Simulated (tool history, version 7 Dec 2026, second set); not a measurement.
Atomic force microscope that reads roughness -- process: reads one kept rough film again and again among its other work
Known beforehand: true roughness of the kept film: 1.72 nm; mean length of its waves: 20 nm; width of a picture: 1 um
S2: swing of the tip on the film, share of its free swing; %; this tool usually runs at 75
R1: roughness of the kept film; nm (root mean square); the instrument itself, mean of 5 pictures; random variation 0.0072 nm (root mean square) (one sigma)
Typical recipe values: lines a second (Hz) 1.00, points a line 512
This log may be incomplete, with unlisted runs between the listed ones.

run 1 hour=0.0 | lines_a_second_(Hz)=1.00 S2=75 points_a_line=512 | R1=1.425
run 2 hour=21.7 | lines_a_second_(Hz)=1.00 S2=75 points_a_line=512 | R1=1.352
-- hour=34.6 new tip fitted
run 3 hour=41.2 | lines_a_second_(Hz)=1.00 S2=75 points_a_line=512 | R1=1.464
run 4 hour=55.7 | lines_a_second_(Hz)=1.00 S2=66 points_a_line=512 | R1=1.406
run 5 hour=75.1 | lines_a_second_(Hz)=1.00 S2=79 points_a_line=512 | R1=1.339
-- hour=90.2 new tip fitted
run 6 hour=99.8 | lines_a_second_(Hz)=3.96 S2=75 points_a_line=512 | R1=1.357
run 7 hour=119.6 | lines_a_second_(Hz)=1.00 S2=75 points_a_line=566 | R1=1.384
run 8 hour=135.1 | lines_a_second_(Hz)=1.00 S2=75 points_a_line=566 | R1=1.339
-- hour=143.3 new tip fitted
run 9 hour=149.3 | lines_a_second_(Hz)=1.00 S2=75 points_a_line=566 | R1=1.470
run 10 hour=167.1 | lines_a_second_(Hz)=1.00 S2=75 points_a_line=566 | R1=1.410
run 11 hour=191.6 | lines_a_second_(Hz)=1.00 S2=75 points_a_line=566 | R1=1.344
-- hour=197.5 new tip fitted
run 12 hour=216.2 | lines_a_second_(Hz)=1.00 S2=75 points_a_line=532 | R1=1.411
run 13 hour=228.1 | lines_a_second_(Hz)=1.00 S2=83 points_a_line=512 | R1=1.359
-- hour=251.6 new tip fitted
run 14 hour=256.4 | lines_a_second_(Hz)=1.00 S2=75 points_a_line=512 | R1=1.448
-- hour=258.8 height scale calibrated on a step standard
run 15 hour=276.9 | lines_a_second_(Hz)=1.00 S2=75 points_a_line=466 | R1=1.382
run 16 hour=300.5 | lines_a_second_(Hz)=1.00 S2=75 points_a_line=466 | R1=1.311
-- hour=306.0 new tip fitted
run 17 hour=323.4 | lines_a_second_(Hz)=1.00 S2=75 points_a_line=466 | R1=1.398
run 18 hour=349.1 | lines_a_second_(Hz)=3.05 S2=75 points_a_line=512 | R1=1.272
-- hour=360.1 new tip fitted
run 19 hour=374.3 | lines_a_second_(Hz)=3.05 S2=75 points_a_line=512 | R1=1.371
-- hour=378.2 height scale calibrated on a step standard, once more
run 20 hour=396.2 | lines_a_second_(Hz)=3.05 S2=75 points_a_line=512 | R1=1.311
run 21 hour=411.4 | lines_a_second_(Hz)=2.82 S2=56 points_a_line=982 | R1=1.327
-- hour=416.9 new tip fitted
run 22 hour=425.3 | lines_a_second_(Hz)=2.82 S2=56 points_a_line=649 | R1=1.467
run 23 hour=438.0 | lines_a_second_(Hz)=2.82 S2=63 points_a_line=809 | R1=1.417
run 24 hour=457.0 | lines_a_second_(Hz)=2.82 S2=57 points_a_line=968 | R1=1.363
-- hour=470.7 new tip fitted
run 25 hour=474.2 | lines_a_second_(Hz)=1.49 S2=90 points_a_line=440 | R1=1.415
run 26 hour=494.1 | lines_a_second_(Hz)=1.49 S2=90 points_a_line=440 | R1=1.343
run 27 hour=520.2 | lines_a_second_(Hz)=1.49 S2=90 points_a_line=440 | R1=1.255
-- hour=525.8 new tip fitted
run 28 hour=541.0 | lines_a_second_(Hz)=0.76 S2=85 points_a_line=454 | R1=1.414
run 29 hour=569.6 | lines_a_second_(Hz)=0.76 S2=85 points_a_line=454 | R1=1.321
-- hour=581.5 new tip fitted
run 30 hour=585.6 | lines_a_second_(Hz)=0.76 S2=68 points_a_line=423 | R1=1.485
run 31 hour=608.0 | lines_a_second_(Hz)=0.76 S2=71 points_a_line=640 | R1=1.408
-- hour=634.8 new tip fitted
run 32 hour=635.1 | lines_a_second_(Hz)=3.92 S2=77 points_a_line=512 | R1=1.372
run 33 hour=659.6 | lines_a_second_(Hz)=1.00 S2=58 points_a_line=509 | R1=1.406
run 34 hour=675.8 | lines_a_second_(Hz)=1.53 S2=82 points_a_line=471 | R1=1.305
-- hour=689.3 new tip fitted
run 35 hour=704.6 | lines_a_second_(Hz)=1.26 S2=75 points_a_line=455 | R1=1.414
run 36 hour=718.8 | lines_a_second_(Hz)=2.07 S2=71 points_a_line=284 | R1=1.327
run 37 hour=737.3 | lines_a_second_(Hz)=2.07 S2=71 points_a_line=284 | R1=1.269

The logged runs with the hidden state left out (each run's random variation unchanged):
Hidden conditions of the tool in this case: radius of the tip, nm; height scale over the true one, %; drift of the gauge itself on roughness_nm, %.
run=1 R1=1.494
run=2 R1=1.491
run=3 R1=1.497
run=4 R1=1.493
run=5 R1=1.487
run=6 R1=1.398
run=7 R1=1.494
run=8 R1=1.500
run=9 R1=1.495
run=10 R1=1.492
run=11 R1=1.502
run=12 R1=1.485
run=13 R1=1.472
run=14 R1=1.492
run=15 R1=1.487
run=16 R1=1.493
run=17 R1=1.483
run=18 R1=1.428
run=19 R1=1.432
run=20 R1=1.437
run=21 R1=1.507
run=22 R1=1.499
run=23 R1=1.495
run=24 R1=1.504
run=25 R1=1.429
run=26 R1=1.427
run=27 R1=1.412
run=28 R1=1.478
run=29 R1=1.474
run=30 R1=1.500
run=31 R1=1.496
run=32 R1=1.381
run=33 R1=1.497
run=34 R1=1.450
run=35 R1=1.476
run=36 R1=1.430
run=37 R1=1.429

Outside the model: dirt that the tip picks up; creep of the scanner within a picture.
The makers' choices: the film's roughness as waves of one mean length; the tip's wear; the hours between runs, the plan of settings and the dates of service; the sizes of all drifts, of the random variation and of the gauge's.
